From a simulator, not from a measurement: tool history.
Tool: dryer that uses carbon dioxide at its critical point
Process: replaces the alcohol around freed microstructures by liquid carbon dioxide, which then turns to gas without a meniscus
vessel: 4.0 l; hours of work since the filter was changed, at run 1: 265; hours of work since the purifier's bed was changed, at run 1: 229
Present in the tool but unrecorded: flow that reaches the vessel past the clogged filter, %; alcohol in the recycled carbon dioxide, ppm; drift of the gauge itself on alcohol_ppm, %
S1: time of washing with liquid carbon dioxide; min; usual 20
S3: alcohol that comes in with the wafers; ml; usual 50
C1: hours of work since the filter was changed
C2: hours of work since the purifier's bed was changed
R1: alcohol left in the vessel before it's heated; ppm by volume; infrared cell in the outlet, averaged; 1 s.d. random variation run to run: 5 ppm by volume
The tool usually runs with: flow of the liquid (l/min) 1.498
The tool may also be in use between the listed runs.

Run 1, hour 0.0: usual settings; C1 265; C2 229. Result: R1 84 ppm by volume.
Run 2, hour 19.5: usual settings; C1 275; C2 239. Result: R1 79 ppm by volume.
Run 3, hour 52.6: usual settings; C1 292; C2 255. Result: R1 80 ppm by volume.
Run 4, hour 93.2: usual settings but S3 100 ml; C1 312; C2 276. Result: R1 120 ppm by volume.
Run 5, hour 115.1: usual settings but S3 120 ml; C1 324; C2 287. Result: R1 140 ppm by volume.
Run 6, hour 143.0: usual settings but flow of the liquid (l/min) 1.920; C1 338; C2 301. Result: R1 68 ppm by volume.
Run 7, hour 169.8: usual settings; C1 351; C2 315. Result: R1 108 ppm by volume.
Run 8, hour 207.3: usual settings; C1 370; C2 334. Result: R1 104 ppm by volume.
Run 9, hour 228.2: usual settings; C1 381; C2 344. Result: R1 110 ppm by volume.
Run 10, hour 273.2: usual settings; C1 404; C2 367. Result: R1 112 ppm by volume.
At hour 307.4: inlet filter changed.
Run 11, hour 307.4: usual settings; C1 0; C2 384. Result: R1 109 ppm by volume.
Run 12, hour 327.0: usual settings but flow of the liquid (l/min) 1.660; C1 10; C2 394. Result: R1 95 ppm by volume.
Run 13, hour 351.9: usual settings but flow of the liquid (l/min) 1.660; C1 23; C2 407. Result: R1 89 ppm by volume.
Run 14, hour 394.4: usual settings but flow of the liquid (l/min) 1.660; C1 44; C2 428. Result: R1 111 ppm by volume.
Run 15, hour 424.5: usual settings but flow of the liquid (l/min) 1.660; C1 59; C2 443. Result: R1 110 ppm by volume.
Run 16, hour 450.1: usual settings but flow of the liquid (l/min) 1.660; C1 72; C2 456. Result: R1 117 ppm by volume.
Run 17, hour 486.9: usual settings but flow of the liquid (l/min) 1.660; C1 91; C2 475. Result: R1 117 ppm by volume.
Run 18, hour 522.7: usual settings but S1 19 min, flow of the liquid (l/min) 1.690, S3 60 ml; C1 109; C2 493. Result: R1 119 ppm by volume.
Run 19, hour 555.4: usual settings but S1 19 min, flow of the liquid (l/min) 1.690, S3 60 ml; C1 126; C2 510. Result: R1 119 ppm by volume.
Run 20, hour 595.3: usual settings but S1 19 min, flow of the liquid (l/min) 1.690, S3 60 ml; C1 146; C2 530. Result: R1 118 ppm by volume.
Run 21, hour 625.4: usual settings but S1 19 min, flow of the liquid (l/min) 1.690, S3 60 ml; C1 161; C2 545. Result: R1 137 ppm by volume.
Run 22, hour 663.5: usual settings but S1 30 min, flow of the liquid (l/min) 1.310, S3 31 ml; C1 180; C2 564. Result: R1 121 ppm by volume.
Run 23, hour 703.1: usual settings but S1 30 min, flow of the liquid (l/min) 1.700, S3 30 ml; C1 200; C2 584. Result: R1 116 ppm by volume.
Run 24, hour 721.2: usual settings but S1 28 min, flow of the liquid (l/min) 1.650, S3 72 ml; C1 210; C2 594. Result: R1 117 ppm by volume.
Run 25, hour 751.7: usual settings but flow of the liquid (l/min) 2.440, S3 25 ml; C1 225; C2 609. Result: R1 125 ppm by volume.
Run 26, hour 772.3: usual settings but flow of the liquid (l/min) 2.440, S3 25 ml; C1 236; C2 620. Result: R1 135 ppm by volume.
Run 27, hour 814.3: usual settings but flow of the liquid (l/min) 2.440, S3 25 ml; C1 257; C2 641. Result: R1 128 ppm by volume.

What will run 28 give?
Run 28, hour 834.9: usual settings but S1 19 min, flow of the liquid (l/min) 2.440, S3 76 ml; C1 267; C2 651. Result: R1 ?.

Run 28 gave R1 133 ppm by volume.
On a tool with no hidden condition, and with the same random variation, this run would have come out at R1 8 ppm by volume.
